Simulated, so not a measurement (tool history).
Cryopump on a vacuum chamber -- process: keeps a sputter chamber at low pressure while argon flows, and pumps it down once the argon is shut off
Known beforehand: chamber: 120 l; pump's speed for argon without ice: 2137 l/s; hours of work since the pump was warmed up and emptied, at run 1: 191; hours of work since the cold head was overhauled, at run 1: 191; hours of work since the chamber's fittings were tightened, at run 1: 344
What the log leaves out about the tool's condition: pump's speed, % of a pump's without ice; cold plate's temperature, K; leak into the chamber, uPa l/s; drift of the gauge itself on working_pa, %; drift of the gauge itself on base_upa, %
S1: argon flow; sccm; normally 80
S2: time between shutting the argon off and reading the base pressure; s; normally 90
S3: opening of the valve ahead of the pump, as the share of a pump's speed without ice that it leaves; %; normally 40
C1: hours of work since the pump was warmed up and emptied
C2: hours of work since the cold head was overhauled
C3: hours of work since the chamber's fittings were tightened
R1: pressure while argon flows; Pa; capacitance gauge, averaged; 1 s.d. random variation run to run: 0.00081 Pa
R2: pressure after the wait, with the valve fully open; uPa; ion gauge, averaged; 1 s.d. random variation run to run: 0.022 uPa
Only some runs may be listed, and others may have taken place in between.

run 1 hour=0 | S1=80 S2=90 S3=40 | C1=191 C2=191 C3=344 | R1=0.1653 R2=1.07
run 2 hour=40.4 | S1=80 S2=90 S3=40 | C1=211 C2=211 C3=364 | R1=0.1662 R2=1.08
run 3 hour=66.2 | S1=80 S2=90 S3=40 | C1=224 C2=224 C3=377 | R1=0.1676 R2=1.07
run 4 hour=97.8 | S1=80 S2=90 S3=40 | C1=240 C2=240 C3=392 | R1=0.1679 R2=1.12
run 5 hour=134.1 | S1=80 S2=90 S3=40 | C1=258 C2=258 C3=410 | R1=0.1692 R2=1.16
run 6 hour=172.2 | S1=80 S2=90 S3=40 | C1=277 C2=277 C3=429 | R1=0.1712 R2=1.2
run 7 hour=211.1 | S1=80 S2=90 S3=40 | C1=296 C2=296 C3=449 | R1=0.1702 R2=1.21
run 8 hour=243.1 | S1=80 S2=90 S3=40 | C1=312 C2=312 C3=465 | R1=0.1724 R2=1.28
run 9 hour=283.4 | S1=80 S2=90 S3=40 | C1=332 C2=332 C3=485 | R1=0.171 R2=1.35
run 10 hour=325.9 | S1=81 S2=90 S3=40 | C1=353 C2=353 C3=506 | R1=0.1746 R2=1.36
run 11 hour=363.5 | S1=81 S2=90 S3=40 | C1=372 C2=372 C3=525 | R1=0.1776 R2=1.37
run 12 hour=394.3 | S1=81 S2=90 S3=40 | C1=387 C2=387 C3=540 | R1=0.1765 R2=1.4
run 13 hour=445.5 | S1=81 S2=90 S3=40 | C1=413 C2=413 C3=566 | R1=0.1783 R2=1.42
run 14 hour=495.9 | S1=80 S2=90 S3=40 | C1=438 C2=438 C3=591 | R1=0.1802 R2=1.48
run 15 hour=525 | S1=80 S2=90 S3=40 | C1=453 C2=453 C3=605 | R1=0.1795 R2=1.56
run 16 hour=553.7 | S1=70 S2=113 S3=40 | C1=467 C2=467 C3=620 | R1=0.1575 R2=1.55
run 17 hour=581.1 | S1=70 S2=113 S3=40 | C1=480 C2=480 C3=633 | R1=0.1594 R2=1.5
run 18 hour=622.3 | S1=69 S2=113 S3=54 | C1=501 C2=501 C3=654 | R1=0.1216 R2=1.61
run 19 hour=667.9 | S1=69 S2=113 S3=54 | C1=524 C2=524 C3=676 | R1=0.1229 R2=1.58
run 20 hour=721.4 | S1=80 S2=76 S3=19 | C1=550 C2=550 C3=703 | R1=0.3605 R2=1.88
-- hour=756.3 pump warmed up, emptied and cooled again
run 21 hour=773.7 | S1=63 S2=290 S3=55 | C1=9 C2=574 C3=727 | R1=0.092 R2=1.1
run 22 hour=802 | S1=135 S2=290 S3=42 | C1=23 C2=588 C3=741 | R1=0.2576 R2=1.09
run 23 hour=828.9 | S1=66 S2=245 S3=23 | C1=36 C2=602 C3=754 | R1=0.229 R2=1.17
run 24 hour=882.2 | S1=41 S2=199 S3=45 | C1=63 C2=628 C3=781 | R1=0.0739 R2=1.2
run 25 hour=933.6 | S1=80 S2=25 S3=30 | C1=88 C2=654 C3=806 | R1=0.215 R2=2.78
run 26 hour=983.9 | S1=80 S2=25 S3=46 | C1=113 C2=679 C3=831 | R1=0.1417 R2=2.73
run 27 hour=1029.3 | S1=80 S2=42 S3=40 | C1=136 C2=701 C3=854 | R1=0.1645 R2=2.19
run 28 hour=1063.5 | S1=115 S2=33 S3=50 | C1=153 C2=718 C3=871 | R1=0.1901 R2=2.47

4 ways to go on from here, each from the tool as it stands after run 28. What would each give?
run A hour=1112.1 | S1=70 S2=33 S3=50 | C1=177 C2=743 C3=895 | R1=? R2=?
run B hour=1112.1 | S1=100 S2=109 S3=50 | C1=177 C2=743 C3=895 | R1=? R2=?
run C hour=1112.1 | S1=80 S2=30 S3=40 | C1=177 C2=743 C3=895 | R1=? R2=?
run D hour=1112.1 | S1=80 S2=90 S3=20 | C1=177 C2=743 C3=895 | R1=? R2=?

run=A R1=0.1166 R2=2.55
run=B R1=0.1668 R2=1.62
run=C R1=0.1644 R2=2.56
run=D R1=0.3226 R2=1.75
Stripped of hidden state, with their random variation kept, the same runs would have yielded:
run=A R1=0.1101 R2=1.43
run=B R1=0.1575 R2=0.51
run=C R1=0.157 R2=1.48
run=D R1=0.3151 R2=0.63

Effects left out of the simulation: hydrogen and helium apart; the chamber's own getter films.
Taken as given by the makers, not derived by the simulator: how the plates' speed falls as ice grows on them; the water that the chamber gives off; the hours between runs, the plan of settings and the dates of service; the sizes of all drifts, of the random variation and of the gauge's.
